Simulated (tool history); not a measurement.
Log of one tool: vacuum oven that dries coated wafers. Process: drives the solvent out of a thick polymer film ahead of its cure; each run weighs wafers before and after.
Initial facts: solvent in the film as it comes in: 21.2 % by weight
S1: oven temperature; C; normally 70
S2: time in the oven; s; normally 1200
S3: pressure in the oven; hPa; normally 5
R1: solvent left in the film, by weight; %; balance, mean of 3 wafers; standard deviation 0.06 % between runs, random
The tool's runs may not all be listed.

run,day,S1,S2,S3,R1
1,0,70,1200,5,3.31
2,1.675,70,1200,5,3.29
3,4.938,70,1200,5,3.24
4,8.542,70,1200,5,3.31
5,10.375,67,1200,5,4.58
6,13.1,67,1200,5,4.68
7,15.45,67,1020,5,5.45
8,17.367,67,1020,5,5.48
9,19.362,67,1020,5,5.57
10,22.288,66,1200,5,4.95
11,25.042,62,1200,6.06,7
12,26.854,74,780,13.97,4.16
13,29.679,74,780,13.97,4.2
14,32.488,75,780,13.97,3.81
15,34.629,72,1200,5,2.5
16,38.329,62,1200,19.79,7.47
17,39.962,62,1200,19.79,7.68

Predict each of these 5 candidate next runs independently; none follows another, all start after run 17:
A,42.038,84,660,6.22,?
B,42.038,76,1620,8.87,?
C,42.038,70,1200,9.86,?
D,42.038,62,1620,3.8,?
E,42.038,67,1140,14.02,?

run,R1
A,1.45
B,0.89
C,3.33
D,4.9
E,5.11
With the hidden condition removed and each run's random variation left untouched, the same runs would have given:
run,R1
A,1.53
B,0.89
C,3.47
D,5.07
E,5.29
